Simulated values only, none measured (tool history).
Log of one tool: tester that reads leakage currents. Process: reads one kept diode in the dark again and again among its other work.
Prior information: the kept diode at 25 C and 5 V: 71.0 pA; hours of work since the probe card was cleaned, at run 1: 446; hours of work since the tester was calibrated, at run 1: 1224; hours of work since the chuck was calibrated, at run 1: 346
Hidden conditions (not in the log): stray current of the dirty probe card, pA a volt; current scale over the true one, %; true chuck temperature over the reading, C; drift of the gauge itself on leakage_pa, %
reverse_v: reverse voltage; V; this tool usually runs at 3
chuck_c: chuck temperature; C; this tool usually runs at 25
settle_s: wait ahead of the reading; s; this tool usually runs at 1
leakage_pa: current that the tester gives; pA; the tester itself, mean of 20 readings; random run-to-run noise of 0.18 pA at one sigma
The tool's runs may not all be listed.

| run | hour | reverse_v | chuck_c | settle_s | hours of work since the probe card was cleaned | hours of work since the tester was calibrated | hours of work since the chuck was calibrated | leakage_pa |
|---|---|---|---|---|---|---|---|---|
| 1 | 0 | 3 | 25 | 1 | 446 | 1224 | 346 | 57.08 |
| 2 | 42.2 | 3 | 25 | 1 | 477 | 1254 | 377 | 57.26 |
| 3 | 71.1 | 3 | 38 | 1 | 498 | 1276 | 398 | 191.68 |
| 4 | 107 | 1.45 | 25 | 1 | 524 | 1302 | 425 | 41.17 |
| 5 | 142.8 | 17.44 | 25 | 1 | 550 | 1328 | 451 | 127.57 |
| 6 | 176.4 | 17.44 | 25 | 1.05 | 575 | 1353 | 476 | 128.52 |
| 7 | 210.5 | 17.44 | 25 | 1.05 | 600 | 1378 | 501 | 128.16 |
| 8 | 229.8 | 17.44 | 25 | 1.05 | 614 | 1392 | 515 | 127.65 |
| 9 | 269.7 | 17.44 | 25 | 1.05 | 643 | 1421 | 544 | 128 |
|  | 285.1 | chuck's temperature calibrated |
| 10 | 307.6 | 3 | 25 | 1 | 670 | 1448 | 16 | 56.99 |
| 11 | 337.9 | 3 | 25 | 1 | 692 | 1470 | 39 | 57.11 |
| 12 | 355.8 | 3 | 25 | 1 | 705 | 1483 | 52 | 57.3 |
| 13 | 376 | 3 | 25 | 1 | 720 | 1498 | 67 | 56.76 |
| 14 | 401.3 | 3 | 51 | 1 | 738 | 1516 | 85 | 582.47 |
| 15 | 422.2 | 7.85 | 23 | 7.26 | 754 | 1532 | 101 | 71.56 |
| 16 | 451.8 | 6.79 | 20 | 0.31 | 775 | 1553 | 122 | 53.9 |
| 17 | 489.1 | 1.64 | 37 | 0.51 | 803 | 1581 | 150 | 133.45 |
| 18 | 530.8 | 1.64 | 37 | 0.51 | 833 | 1611 | 180 | 134.12 |
| 19 | 555.7 | 7.33 | 37 | 8.29 | 852 | 1630 | 198 | 259.55 |
| 20 | 588.8 | 12.21 | 26 | 0.64 | 876 | 1654 | 223 | 120.49 |
| 21 | 614 | 1.58 | 59 | 1.23 | 894 | 1672 | 241 | 835.01 |
| 22 | 640.7 | 1.58 | 31 | 0.42 | 914 | 1692 | 261 | 75.85 |
| 23 | 683.1 | 1.58 | 31 | 0.42 | 945 | 1723 | 292 | 76.11 |
| 24 | 719.6 | 1.58 | 31 | 0.42 | 972 | 1750 | 319 | 75.48 |
| 25 | 738.2 | 1.58 | 31 | 0.42 | 985 | 1763 | 332 | 76.05 |
| 26 | 757.6 | 6.46 | 36 | 1 | 1000 | 1778 | 346 | 226.2 |

3 options for the next run, each taken on its own from the tool as it stands now. Forecast them:
| A | 775.6 | 1.27 | 25 | 0.63 | 1013 | 1791 | 360 | ? |
| B | 775.6 | 2.06 | 36 | 1 | 1013 | 1791 | 360 | ? |
| C | 775.6 | 9.28 | 36 | 1 | 1013 | 1791 | 360 | ? |

| run | leakage_pa |
|---|---|
| A | 38.75 |
| B | 135.16 |
| C | 266.54 |
With no hidden state in the tool, these same runs would have given:
| run | leakage_pa |
|---|---|
| A | 38.72 |
| B | 135.09 |
| C | 266.39 |
